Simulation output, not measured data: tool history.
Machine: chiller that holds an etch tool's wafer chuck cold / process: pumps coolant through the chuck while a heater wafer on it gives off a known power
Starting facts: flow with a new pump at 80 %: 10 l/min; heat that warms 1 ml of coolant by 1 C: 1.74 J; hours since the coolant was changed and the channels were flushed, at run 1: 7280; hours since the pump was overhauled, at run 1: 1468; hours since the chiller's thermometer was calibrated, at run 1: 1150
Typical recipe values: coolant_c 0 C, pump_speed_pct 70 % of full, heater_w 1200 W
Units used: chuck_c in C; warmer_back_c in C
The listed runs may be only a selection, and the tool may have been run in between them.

run,hour,coolant_c,pump_speed_pct,heater_w,hours since the coolant was changed and the channels were flushed,hours since the pump was overhauled,hours since the chiller's thermometer was calibrated,chuck_c,warmer_back_c
1,0.0,0,70,1200,7280,1468,1150,11.5,4.80
2,22.2,4,70,1200,7302,1491,1172,15.6,4.77
3,54.2,9,70,1200,7334,1523,1204,20.6,4.80
4,100.1,9,70,1200,7380,1569,1250,20.6,4.74
5,146.3,0,70,814,7426,1615,1296,7.8,3.24
6,188.4,0,80,814,7468,1657,1338,6.9,2.77
7,236.6,0,80,814,7516,1705,1386,7.1,2.83
8,267.1,0,70,1200,7547,1736,1417,11.6,4.78
9,289.0,0,70,1200,7569,1757,1439,11.4,4.72
10,311.6,-6,70,1200,7591,1780,1461,5.7,4.82
11,346.1,-6,70,796,7626,1815,1496,1.5,3.16
12,380.8,1,70,1200,7661,1849,1531,12.7,4.73
13,417.1,4,70,1200,7697,1886,1567,15.4,4.79
14,446.9,4,70,1200,7727,1915,1597,15.5,4.82
15,495.5,7,81,720,7775,1964,1645,13.1,2.46
16,519.7,-3,65,871,7800,1988,1670,5.7,3.80
17,554.7,2,94,847,7835,2023,1704,8.7,2.45
18,593.9,2,94,847,7874,2062,1744,8.5,2.44
19,622.2,2,94,847,7902,2091,1772,8.4,2.39
20,642.4,0,65,622,7922,2111,1792,6.4,2.69
21,663.1,-2,96,611,7943,2131,1813,2.6,1.72
22,695.7,-3,88,1754,7976,2164,1846,11.2,5.48
23,729.4,-3,88,1123,8009,2198,1879,6.0,3.50
24,771.0,-3,74,1318,8051,2239,1921,9.1,4.96

Each row is a separate what-if for the run after 24, all from the same tool condition, not one after another. Results?
A,811.1,0,66,1200,8091,2280,1961,?,?
B,811.1,5,70,1200,8091,2280,1961,?,?
C,811.1,-3,73,1676,8091,2280,1961,?,?

run,chuck_c,warmer_back_c
A,12.0,5.11
B,16.6,4.76
C,12.6,6.40
Without the tool's unlogged condition, the same runs would have read:
run,chuck_c,warmer_back_c
A,12.0,5.11
B,16.6,4.76
C,12.6,6.40

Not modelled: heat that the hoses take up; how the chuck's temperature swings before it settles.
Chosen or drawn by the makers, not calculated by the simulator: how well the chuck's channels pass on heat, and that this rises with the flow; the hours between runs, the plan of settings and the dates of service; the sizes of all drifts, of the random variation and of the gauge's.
